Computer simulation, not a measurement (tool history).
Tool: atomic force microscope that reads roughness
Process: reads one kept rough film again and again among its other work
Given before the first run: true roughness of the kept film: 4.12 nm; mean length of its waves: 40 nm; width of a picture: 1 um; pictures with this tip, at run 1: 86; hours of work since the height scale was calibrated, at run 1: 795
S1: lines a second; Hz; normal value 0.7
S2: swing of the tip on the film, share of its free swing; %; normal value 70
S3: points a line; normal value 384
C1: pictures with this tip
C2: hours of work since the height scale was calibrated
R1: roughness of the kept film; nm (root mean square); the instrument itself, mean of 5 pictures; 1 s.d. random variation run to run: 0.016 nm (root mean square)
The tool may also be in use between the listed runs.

run	day	S1	S2	S3	C1	C2	R1
1	0	0.7	70	384	86	795	3.709
2	1.683	0.7	70	384	146	821	3.634
# day 3.125: new tip fitted
3	4.062	0.7	70	384	33	857	3.818
4	5.462	1.727	70	384	83	879	3.636
5	7.062	1.727	70	384	140	903	3.571
# day 8.679: new tip fitted
6	8.775	1.727	70	384	4	929	3.743
7	9.917	1.727	70	384	44	947	3.702
8	11.704	1.727	70	384	107	974	3.597
9	13.362	1.727	70	384	166	1000	3.528
# day 14.125: new tip fitted
10	15.762	0.7	70	384	58	1036	3.778
11	17.842	0.7	70	384	131	1068	3.641
# day 19.579: new tip fitted
12	19.8	0.7	70	366	8	1098	3.809
13	21.542	0.7	70	366	70	1125	3.702
14	23.75	0.7	70	366	148	1159	3.598
# day 25.071: new tip fitted
15	25.658	0.7	70	366	21	1188	3.857
16	27.9	0.7	70	366	101	1222	3.711
17	30.325	0.7	83	384	187	1259	3.506
# day 30.55: new tip fitted
18	32.821	0.7	83	384	80	1297	3.675
19	35.096	0.656	81	384	161	1332	3.572
# day 36.071: new tip fitted
20	37.117	2.971	67	725	37	1363	3.674
21	38.371	3.852	70	384	81	1382	3.503
22	40.738	3.852	70	384	165	1419	3.369
# day 41.6: new tip fitted
23	42.525	2.279	70	918	33	1446	3.695
24	44.083	0.514	71	790	88	1470	3.722
25	45.817	0.723	70	790	150	1496	3.66
# day 47.117: new tip fitted
26	47.621	0.723	70	790	18	1524	3.832
27	48.658	0.723	70	790	55	1540	3.79
28	49.717	1.925	70	996	92	1556	3.643
29	50.812	2.019	70	861	131	1573	3.546
# day 52.542: new tip fitted
30	52.65	2.019	70	861	4	1601	3.775
31	53.925	2.019	70	861	49	1620	3.7
32	55.988	0.756	80	293	122	1652	3.614
33	57.333	0.756	80	293	170	1673	3.533
# day 58.154: new tip fitted
34	58.95	0.756	80	293	28	1697	3.779
35	61.196	0.756	80	293	108	1732	3.638

Some steps in R1 between neighbouring runs. How much of each would the tool show without its hidden state too (settings, what came in, random variation), and how much is left for the hidden state, with any gauge scatter that isn't in both results?
Unlogged tool condition in this case: radius of the tip, nm; height scale over the true one, %; drift of the gauge itself on roughness_nm, %.
Run 9 -> 10: S1 1.727 -> 0.7, new tip fitted. R1 +0.25 nm (root mean square): hidden state +0.174, all else +0.076.
Run 14 -> 15: new tip fitted. R1 +0.259 nm (root mean square): hidden state +0.234, all else +0.025.
Run 22 -> 23: S1 3.852 -> 2.279, S3 384 -> 918, new tip fitted. R1 +0.326 nm (root mean square): hidden state +0.188, all else +0.138.
Run 25 -> 26: new tip fitted. R1 +0.172 nm (root mean square): hidden state +0.214, all else -0.042.
Run 33 -> 34: new tip fitted. R1 +0.246 nm (root mean square): hidden state +0.213, all else +0.033.
